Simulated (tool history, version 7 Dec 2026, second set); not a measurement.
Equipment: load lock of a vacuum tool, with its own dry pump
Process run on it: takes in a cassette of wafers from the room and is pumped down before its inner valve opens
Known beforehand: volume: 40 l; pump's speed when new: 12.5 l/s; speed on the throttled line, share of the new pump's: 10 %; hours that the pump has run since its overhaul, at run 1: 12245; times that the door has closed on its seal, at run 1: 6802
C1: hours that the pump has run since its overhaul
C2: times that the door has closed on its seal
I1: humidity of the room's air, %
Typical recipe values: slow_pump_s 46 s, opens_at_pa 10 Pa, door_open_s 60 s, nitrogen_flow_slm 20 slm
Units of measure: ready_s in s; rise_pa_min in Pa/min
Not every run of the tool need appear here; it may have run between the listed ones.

{"run": 1, "hour": 0.0, "slow_pump_s": 46, "opens_at_pa": 10, "door_open_s": 60, "nitrogen_flow_slm": 20, "C1": 12245, "C2": 6802, "I1": 41.3, "ready_s": 73.5, "rise_pa_min": 0.061}
{"run": 2, "hour": 124.0, "slow_pump_s": 46, "opens_at_pa": 10, "door_open_s": 60, "nitrogen_flow_slm": 20, "C1": 12369, "C2": 7212, "I1": 43.2, "ready_s": 73.4, "rise_pa_min": 0.064}
{"run": 3, "hour": 180.8, "slow_pump_s": 46, "opens_at_pa": 10, "door_open_s": 60, "nitrogen_flow_slm": 20, "C1": 12426, "C2": 7400, "I1": 44.3, "ready_s": 73.9, "rise_pa_min": 0.064}
{"run": 4, "hour": 283.5, "slow_pump_s": 73, "opens_at_pa": 10, "door_open_s": 60, "nitrogen_flow_slm": 20, "C1": 12529, "C2": 7740, "I1": 44.1, "ready_s": 98.6, "rise_pa_min": 0.072}
{"run": 5, "hour": 396.0, "slow_pump_s": 46, "opens_at_pa": 10, "door_open_s": 60, "nitrogen_flow_slm": 20, "C1": 12641, "C2": 8112, "I1": 44.4, "ready_s": 73.5, "rise_pa_min": 0.062}
{"run": 6, "hour": 450.0, "slow_pump_s": 46, "opens_at_pa": 10, "door_open_s": 60, "nitrogen_flow_slm": 20, "C1": 12695, "C2": 8290, "I1": 46.2, "ready_s": 73.1, "rise_pa_min": 0.072}
{"run": 7, "hour": 538.8, "slow_pump_s": 46, "opens_at_pa": 10, "door_open_s": 60, "nitrogen_flow_slm": 20, "C1": 12784, "C2": 8584, "I1": 44.9, "ready_s": 73.0, "rise_pa_min": 0.073}
{"run": 8, "hour": 628.6, "slow_pump_s": 46, "opens_at_pa": 10, "door_open_s": 60, "nitrogen_flow_slm": 20, "C1": 12874, "C2": 8881, "I1": 47.1, "ready_s": 73.0, "rise_pa_min": 0.082}
{"run": 9, "hour": 712.0, "slow_pump_s": 46, "opens_at_pa": 10, "door_open_s": 60, "nitrogen_flow_slm": 9, "C1": 12957, "C2": 9157, "I1": 50.5, "ready_s": 73.4, "rise_pa_min": 0.092}
{"run": 10, "hour": 771.9, "slow_pump_s": 46, "opens_at_pa": 11, "door_open_s": 41, "nitrogen_flow_slm": 9, "C1": 13017, "C2": 9355, "I1": 46.8, "ready_s": 73.9, "rise_pa_min": 0.081}
{"run": 11, "hour": 858.2, "slow_pump_s": 46, "opens_at_pa": 11, "door_open_s": 41, "nitrogen_flow_slm": 9, "C1": 13103, "C2": 9640, "I1": 46.5, "ready_s": 74.4, "rise_pa_min": 0.077}
{"run": 12, "hour": 921.3, "slow_pump_s": 32, "opens_at_pa": 10, "door_open_s": 96, "nitrogen_flow_slm": 6, "C1": 13166, "C2": 9849, "I1": 42.8, "ready_s": 61.3, "rise_pa_min": 0.113}
{"run": 13, "hour": 988.9, "slow_pump_s": 32, "opens_at_pa": 10, "door_open_s": 96, "nitrogen_flow_slm": 6, "C1": 13234, "C2": 10073, "I1": 46.3, "ready_s": 62.0, "rise_pa_min": 0.121}
{"run": 14, "hour": 1086.3, "slow_pump_s": 32, "opens_at_pa": 10, "door_open_s": 144, "nitrogen_flow_slm": 33, "C1": 13331, "C2": 10395, "I1": 45.5, "ready_s": 61.8, "rise_pa_min": 0.104}
{"run": 15, "hour": 1207.4, "slow_pump_s": 79, "opens_at_pa": 10, "door_open_s": 32, "nitrogen_flow_slm": 20, "C1": 13453, "C2": 10795, "I1": 44.9, "ready_s": 102.0, "rise_pa_min": 0.069}
{"run": 16, "hour": 1306.1, "slow_pump_s": 41, "opens_at_pa": 10, "door_open_s": 32, "nitrogen_flow_slm": 20, "C1": 13551, "C2": 11122, "I1": 46.4, "ready_s": 68.9, "rise_pa_min": 0.074}

Here are 5 independent what-if runs from the current tool condition. What would each one return?
{"run": "A", "hour": 1415.1, "slow_pump_s": 46, "opens_at_pa": 9, "door_open_s": 35, "nitrogen_flow_slm": 20, "C1": 13660, "C2": 11482, "I1": 44.8, "ready_s": "?", "rise_pa_min": "?"}
{"run": "B", "hour": 1415.1, "slow_pump_s": 46, "opens_at_pa": 8, "door_open_s": 53, "nitrogen_flow_slm": 13, "C1": 13660, "C2": 11482, "I1": 43.6, "ready_s": "?", "rise_pa_min": "?"}
{"run": "C", "hour": 1415.1, "slow_pump_s": 35, "opens_at_pa": 10, "door_open_s": 60, "nitrogen_flow_slm": 20, "C1": 13660, "C2": 11482, "I1": 42.0, "ready_s": "?", "rise_pa_min": "?"}
{"run": "D", "hour": 1415.1, "slow_pump_s": 61, "opens_at_pa": 10, "door_open_s": 160, "nitrogen_flow_slm": 20, "C1": 13660, "C2": 11482, "I1": 46.3, "ready_s": "?", "rise_pa_min": "?"}
{"run": "E", "hour": 1415.1, "slow_pump_s": 68, "opens_at_pa": 13, "door_open_s": 60, "nitrogen_flow_slm": 20, "C1": 13660, "C2": 11482, "I1": 42.9, "ready_s": "?", "rise_pa_min": "?"}

run=A ready_s=74.4 rise_pa_min=0.067
run=B ready_s=75.2 rise_pa_min=0.090
run=C ready_s=64.4 rise_pa_min=0.084
run=D ready_s=86.6 rise_pa_min=0.125
run=E ready_s=92.6 rise_pa_min=0.088
With the hidden condition removed and each run's random variation left untouched, the same runs would have given:
run=A ready_s=71.2 rise_pa_min=0.022
run=B ready_s=72.0 rise_pa_min=0.045
run=C ready_s=61.1 rise_pa_min=0.039
run=D ready_s=83.6 rise_pa_min=0.081
run=E ready_s=89.8 rise_pa_min=0.043
